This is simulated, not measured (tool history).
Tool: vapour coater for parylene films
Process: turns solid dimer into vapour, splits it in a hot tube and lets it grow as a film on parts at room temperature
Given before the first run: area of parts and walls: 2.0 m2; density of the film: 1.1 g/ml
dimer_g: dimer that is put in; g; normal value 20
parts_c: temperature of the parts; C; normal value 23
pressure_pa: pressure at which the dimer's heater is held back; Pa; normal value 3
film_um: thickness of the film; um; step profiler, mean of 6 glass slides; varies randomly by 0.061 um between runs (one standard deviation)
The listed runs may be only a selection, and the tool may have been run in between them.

run,day,dimer_g,parts_c,pressure_pa,film_um
1,0,20,23,3,6.3
2,1.158,20,23,3,6.32
3,2.729,20,23,3,6.26
# day 4.067: trap's valve overhauled
4,5.1,20,19,3,7.97
5,6.996,20,23,3,7.14
6,9.2,20,23,3,7.11
7,11.038,20,23,3,7.15
8,12.808,20,23,3,6.85
9,15.067,20,17,3,8.09
10,16.692,20,17,3,7.98
11,18.579,32,17,3,12.57
12,20.242,20,23,3,6.69
13,22.717,20,23,3,6.75
14,24.121,20,23,3,6.53
15,25.4,20,16,5.9,7.23
16,27.562,27,28,9.84,6.73
17,28.846,13,22,6.24,3.96
18,30.608,20,28,2.63,5.59
19,32.229,20,26,2.63,5.87
20,33.617,9,17,3,3.25
# day 34.875: trap's valve overhauled
21,35.388,9,18,4.67,3.55
22,37.525,33,24,4.29,10.98
23,39.783,15,19,6.88,5.42
24,42.192,20,16,4.71,8
25,43.617,20,16,4.71,8.04
26,46.338,20,23,3.3,6.84
27,48.358,24,23,6.3,7.53

Forecast each of these 5 alternatives for the next run:
A,49.596,18,22,4.18,?
B,49.596,24,23,11.5,?
C,49.596,31,24,6.04,?
D,49.596,10,20,3,?
E,49.596,8,23,3,?

run,film_um
A,6.04
B,7.04
C,9.52
D,3.6
E,2.74
With no hidden state in the tool, these same runs would have given:
run,film_um
A,6.47
B,7.55
C,10.2
D,3.86
E,2.94
